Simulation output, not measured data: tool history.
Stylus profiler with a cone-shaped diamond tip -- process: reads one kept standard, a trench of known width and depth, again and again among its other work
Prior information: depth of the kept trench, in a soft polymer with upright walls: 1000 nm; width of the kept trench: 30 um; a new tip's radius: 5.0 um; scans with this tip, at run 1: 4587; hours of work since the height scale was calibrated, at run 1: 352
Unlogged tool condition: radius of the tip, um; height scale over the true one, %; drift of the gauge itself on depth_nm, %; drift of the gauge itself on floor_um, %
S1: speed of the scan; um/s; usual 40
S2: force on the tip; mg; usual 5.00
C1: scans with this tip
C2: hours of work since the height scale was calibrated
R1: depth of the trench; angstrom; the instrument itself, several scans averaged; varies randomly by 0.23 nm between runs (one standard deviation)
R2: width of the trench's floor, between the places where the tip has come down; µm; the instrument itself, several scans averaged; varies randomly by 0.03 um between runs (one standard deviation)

run 1 hour=0.0 | S1=40 S2=5.00 | C1=4587 C2=352 | R1=10213.0 R2=23.09
run 2 hour=59.3 | S1=40 S2=5.00 | C1=4928 C2=378 | R1=10216.0 R2=23.05
run 3 hour=144.1 | S1=40 S2=5.00 | C1=5415 C2=415 | R1=10216.7 R2=22.99
run 4 hour=233.7 | S1=40 S2=1.81 | C1=5929 C2=455 | R1=10103.2 R2=22.86
run 5 hour=319.6 | S1=40 S2=5.00 | C1=6422 C2=492 | R1=10214.0 R2=22.89
run 6 hour=453.7 | S1=40 S2=5.00 | C1=7191 C2=551 | R1=10209.9 R2=22.79
run 7 hour=512.3 | S1=40 S2=5.00 | C1=7528 C2=577 | R1=10211.3 R2=22.74
run 8 hour=604.2 | S1=40 S2=5.00 | C1=8055 C2=618 | R1=10210.3 R2=22.67
run 9 hour=691.1 | S1=40 S2=5.00 | C1=8554 C2=656 | R1=10209.1 R2=22.66
run 10 hour=755.8 | S1=126 S2=5.00 | C1=8926 C2=684 | R1=10207.8 R2=22.35
run 11 hour=875.6 | S1=126 S2=5.00 | C1=9613 C2=737 | R1=10203.7 R2=22.27
run 12 hour=952.0 | S1=126 S2=5.00 | C1=10052 C2=771 | R1=10201.9 R2=22.21
run 13 hour=1051.1 | S1=40 S2=2.63 | C1=10621 C2=814 | R1=10125.4 R2=22.35
run 14 hour=1179.2 | S1=40 S2=2.63 | C1=11356 C2=871 | R1=10117.0 R2=22.28
run 15 hour=1304.2 | S1=40 S2=2.63 | C1=12074 C2=926 | R1=10120.2 R2=22.19
run 16 hour=1421.1 | S1=40 S2=2.63 | C1=12745 C2=977 | R1=10116.4 R2=22.16
run 17 hour=1514.0 | S1=11 S2=5.00 | C1=13278 C2=1018 | R1=10196.4 R2=22.20
run 18 hour=1604.1 | S1=40 S2=5.00 | C1=13795 C2=1058 | R1=10192.0 R2=22.01
run 19 hour=1663.4 | S1=11 S2=5.00 | C1=14135 C2=1084 | R1=10194.0 R2=22.11
run 20 hour=1729.6 | S1=11 S2=5.00 | C1=14516 C2=1113 | R1=10186.7 R2=22.05
-- hour=1840.0 new tip fitted, height scale calibrated
run 21 hour=1858.4 | S1=40 S2=4.13 | C1=106 C2=8 | R1=10197.2 R2=23.82
run 22 hour=1960.1 | S1=40 S2=7.54 | C1=689 C2=53 | R1=10299.0 R2=23.71
run 23 hour=2014.8 | S1=99 S2=5.00 | C1=1003 C2=77 | R1=10225.2 R2=23.60
run 24 hour=2098.1 | S1=99 S2=5.00 | C1=1481 C2=114 | R1=10219.9 R2=23.46
run 25 hour=2158.2 | S1=141 S2=2.59 | C1=1826 C2=140 | R1=10144.0 R2=23.14
run 26 hour=2275.1 | S1=24 S2=8.26 | C1=2497 C2=192 | R1=10314.4 R2=23.56
-- hour=2281.5 height scale calibrated on a step standard
run 27 hour=2395.3 | S1=24 S2=8.26 | C1=3184 C2=50 | R1=10305.4 R2=23.48
run 28 hour=2500.9 | S1=38 S2=7.08 | C1=3791 C2=97 | R1=10278.0 R2=23.36
run 29 hour=2612.3 | S1=86 S2=13.75 | C1=4430 C2=146 | R1=10437.9 R2=23.25
run 30 hour=2743.2 | S1=17 S2=13.75 | C1=5181 C2=203 | R1=10431.9 R2=23.27
run 31 hour=2824.7 | S1=17 S2=13.75 | C1=5649 C2=239 | R1=10432.2 R2=23.20
-- hour=2902.7 height scale calibrated on a step standard, once more
run 32 hour=2947.5 | S1=17 S2=13.75 | C1=6351 C2=20 | R1=10453.0 R2=23.07
run 33 hour=3020.4 | S1=86 S2=4.06 | C1=6770 C2=52 | R1=10197.6 R2=22.80
run 34 hour=3143.8 | S1=39 S2=7.75 | C1=7478 C2=106 | R1=10301.3 R2=22.95
run 35 hour=3275.6 | S1=10 S2=13.10 | C1=8235 C2=164 | R1=10431.4 R2=22.93
run 36 hour=3365.2 | S1=10 S2=13.10 | C1=8749 C2=204 | R1=10431.4 R2=22.86
run 37 hour=3486.9 | S1=10 S2=13.10 | C1=9447 C2=257 | R1=10424.4 R2=22.74
run 38 hour=3594.6 | S1=24 S2=10.32 | C1=10066 C2=305 | R1=10360.3 R2=22.65
run 39 hour=3680.5 | S1=43 S2=2.55 | C1=10559 C2=342 | R1=10131.5 R2=22.48

Estimate the outcome of run 40 from the log above:
run 40 hour=3750.3 | S1=43 S2=2.55 | C1=10959 C2=373 | R1=? R2=?

R1: 10133.0 angstrom
R2: 22.47 µm
On a tool with no hidden condition, and with the same random variation, this run would have come out at R1 10143.8 angstrom, R2 23.85 µm.
